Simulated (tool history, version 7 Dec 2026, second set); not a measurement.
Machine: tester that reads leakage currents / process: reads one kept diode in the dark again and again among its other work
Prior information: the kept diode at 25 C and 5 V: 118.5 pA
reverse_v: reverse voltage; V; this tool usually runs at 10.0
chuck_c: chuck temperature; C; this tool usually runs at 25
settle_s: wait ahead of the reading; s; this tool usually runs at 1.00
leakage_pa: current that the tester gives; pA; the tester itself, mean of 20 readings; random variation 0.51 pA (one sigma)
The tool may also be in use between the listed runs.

| run | hour | reverse_v | chuck_c | settle_s | leakage_pa |
|---|---|---|---|---|---|
| 1 | 0.0 | 10.0 | 25 | 1.00 | 188.20 |
| 2 | 54.4 | 10.0 | 34 | 1.00 | 349.84 |
| 3 | 115.3 | 10.0 | 25 | 1.00 | 188.60 |
| 4 | 185.7 | 10.0 | 25 | 1.00 | 191.01 |
| 5 | 268.5 | 10.0 | 25 | 1.00 | 192.60 |
| 6 | 347.3 | 10.0 | 25 | 1.00 | 193.52 |
| 7 | 423.7 | 10.0 | 25 | 1.00 | 195.03 |
| 8 | 467.0 | 10.0 | 23 | 1.00 | 169.43 |
| 9 | 541.2 | 10.0 | 23 | 1.00 | 171.62 |
| 10 | 609.0 | 10.0 | 23 | 1.00 | 171.70 |
| 11 | 681.2 | 10.0 | 23 | 1.00 | 148.23 |
| 12 | 716.8 | 10.0 | 23 | 1.00 | 148.42 |
| 13 | 794.1 | 10.0 | 23 | 1.00 | 151.33 |
| 14 | 834.6 | 10.0 | 23 | 1.00 | 150.80 |
| 15 | 903.4 | 10.0 | 23 | 1.00 | 152.84 |
| 16 | 942.1 | 10.0 | 23 | 1.00 | 151.72 |
| 17 | 1017.5 | 10.0 | 23 | 3.76 | 152.75 |
| 18 | 1058.9 | 10.0 | 54 | 1.00 | 1164.41 |
| 19 | 1109.3 | 10.0 | 25 | 0.85 | 179.50 |
| 20 | 1142.8 | 10.0 | 25 | 0.85 | 178.91 |
| 21 | 1198.2 | 1.4 | 37 | 3.88 | 147.63 |
| 22 | 1243.9 | 1.4 | 37 | 3.88 | 148.78 |
| 23 | 1287.4 | 11.7 | 21 | 7.41 | 147.06 |
| 24 | 1341.1 | 11.7 | 21 | 7.41 | 148.02 |
| 25 | 1380.3 | 11.7 | 21 | 7.41 | 149.31 |
| 26 | 1428.8 | 11.7 | 21 | 7.41 | 149.75 |
| 27 | 1486.9 | 10.4 | 25 | 1.52 | 189.60 |
| 28 | 1536.3 | 10.4 | 25 | 1.52 | 189.25 |
| 29 | 1598.0 | 10.0 | 20 | 4.65 | 129.60 |
| 30 | 1649.5 | 6.2 | 41 | 1.00 | 424.15 |
| 31 | 1731.9 | 10.0 | 24 | 0.53 | 175.46 |
| 32 | 1789.0 | 4.2 | 37 | 1.41 | 272.30 |
| 33 | 1836.2 | 5.1 | 43 | 0.35 | 456.55 |
| 34 | 1874.7 | 12.4 | 32 | 0.33 | 356.00 |
| 35 | 1921.2 | 12.4 | 32 | 0.33 | 362.08 |
| 36 | 1963.1 | 2.0 | 57 | 0.33 | 665.29 |
| 37 | 2011.1 | 2.0 | 57 | 0.33 | 668.95 |
| 38 | 2087.7 | 2.0 | 57 | 0.33 | 671.58 |
| 39 | 2141.4 | 1.2 | 57 | 0.55 | 517.35 |
| 40 | 2213.9 | 1.2 | 28 | 4.17 | 83.13 |

Between the runs listed above, the log contained 3 entries, not reproduced here. Where in the sequence does each belong, and how does what the log doesn't record of the tool's condition differ from the listed run before to the listed run after?
After run 10, before run 11: chuck's temperature calibrated (hour 643.0)
  stray current of the dirty probe card, pA a volt: 0.24 -> 0.248; current scale over the true one, %: -1.21 -> -1.23; true chuck temperature over the reading, C: 2.17 -> 0.07
  measured minus no-state result, leakage_pa: +24.84 -> +1.19 pA
After run 28, before run 29: tester calibrated (hour 1545.0)
  stray current of the dirty probe card, pA a volt: 0.348 -> 0.354; current scale over the true one, %: -1.53 -> -2.51; true chuck temperature over the reading, C: 1.23 -> 1.31
  measured minus no-state result, leakage_pa: +16.32 -> +12.01 pA
After run 32, before run 33: tester calibrated, once more (hour 1836.2)
  stray current of the dirty probe card, pA a volt: 0.376 -> 0.381; current scale over the true one, %: -2.58 -> 0.08; true chuck temperature over the reading, C: 1.59 -> 1.64
  measured minus no-state result, leakage_pa: +22.06 -> +47.27 pA

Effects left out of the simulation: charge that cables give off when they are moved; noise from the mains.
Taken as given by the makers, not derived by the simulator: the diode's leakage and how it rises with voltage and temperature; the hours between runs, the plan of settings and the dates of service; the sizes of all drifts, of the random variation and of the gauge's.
